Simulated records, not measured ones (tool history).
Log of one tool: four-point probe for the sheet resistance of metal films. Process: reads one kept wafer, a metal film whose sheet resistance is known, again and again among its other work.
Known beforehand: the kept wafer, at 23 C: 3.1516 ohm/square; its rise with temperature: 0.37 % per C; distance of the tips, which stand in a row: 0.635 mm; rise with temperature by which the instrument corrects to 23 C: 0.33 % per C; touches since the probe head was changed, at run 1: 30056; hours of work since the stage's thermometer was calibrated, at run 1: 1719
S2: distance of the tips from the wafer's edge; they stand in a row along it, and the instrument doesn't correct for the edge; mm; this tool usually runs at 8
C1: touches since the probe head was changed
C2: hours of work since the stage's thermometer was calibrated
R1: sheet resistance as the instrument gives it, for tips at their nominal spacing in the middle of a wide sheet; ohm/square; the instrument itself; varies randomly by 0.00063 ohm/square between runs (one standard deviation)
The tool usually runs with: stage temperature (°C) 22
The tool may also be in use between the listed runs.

run 1 hour=0 | stage_temperature_(°C)=22 S2=8 | C1=30056 C2=1719 | R1=3.149179
run 2 hour=112 | stage_temperature_(°C)=22 S2=8 | C1=32302 C2=1776 | R1=3.148394
run 3 hour=198.9 | stage_temperature_(°C)=22 S2=8 | C1=34047 C2=1820 | R1=3.148261
run 4 hour=325.4 | stage_temperature_(°C)=22 S2=8 | C1=36585 C2=1884 | R1=3.145946
run 5 hour=454 | stage_temperature_(°C)=22 S2=8 | C1=39167 C2=1950 | R1=3.14596
run 6 hour=584.4 | stage_temperature_(°C)=22 S2=8 | C1=41783 C2=2016 | R1=3.143178
run 7 hour=664.5 | stage_temperature_(°C)=33 S2=8 | C1=43391 C2=2057 | R1=3.159131
run 8 hour=748.6 | stage_temperature_(°C)=33 S2=8 | C1=45079 C2=2100 | R1=3.158899
run 9 hour=862.1 | stage_temperature_(°C)=33 S2=8 | C1=47355 C2=2158 | R1=3.157713
run 10 hour=969 | stage_temperature_(°C)=22 S2=4 | C1=49501 C2=2212 | R1=3.173322
run 11 hour=1031.4 | stage_temperature_(°C)=22 S2=19 | C1=50754 C2=2244 | R1=3.133829
run 12 hour=1159.1 | stage_temperature_(°C)=18 S2=14 | C1=53315 C2=2309 | R1=3.128009
-- hour=1197.9 stage's thermometer calibrated
run 13 hour=1248.3 | stage_temperature_(°C)=26 S2=37 | C1=55095 C2=26 | R1=3.141026
run 14 hour=1306.5 | stage_temperature_(°C)=26 S2=13 | C1=56264 C2=55 | R1=3.143487
run 15 hour=1396.5 | stage_temperature_(°C)=20 S2=8 | C1=58069 C2=101 | R1=3.142905
run 16 hour=1492.7 | stage_temperature_(°C)=23 S2=9 | C1=60001 C2=150 | R1=3.143035
run 17 hour=1601 | stage_temperature_(°C)=19 S2=3 | C1=62174 C2=205 | R1=3.201866
run 18 hour=1706 | stage_temperature_(°C)=27 S2=4 | C1=64281 C2=259 | R1=3.180191
run 19 hour=1792.1 | stage_temperature_(°C)=22 S2=19 | C1=66009 C2=303 | R1=3.133348
run 20 hour=1895 | stage_temperature_(°C)=26 S2=4 | C1=68073 C2=355 | R1=3.177339
run 21 hour=1983.2 | stage_temperature_(°C)=22 S2=19 | C1=69844 C2=400 | R1=3.131203

Describe how what the log doesn't record of the tool's condition differs between the last listed run preceding each entry between runs and the first listed run following it.
Run 12 -> run 13: stage's thermometer calibrated (hour 1197.9)
  inner tips' distance over the nominal, %: -0.413 -> -0.428; tips' flats over new ones', %: 46 -> 48; wafer's true temperature over the reading, C: -0.48 -> -0.06
  measured less the result without the state, R1: -0.019785 -> -0.015264 ohm/square

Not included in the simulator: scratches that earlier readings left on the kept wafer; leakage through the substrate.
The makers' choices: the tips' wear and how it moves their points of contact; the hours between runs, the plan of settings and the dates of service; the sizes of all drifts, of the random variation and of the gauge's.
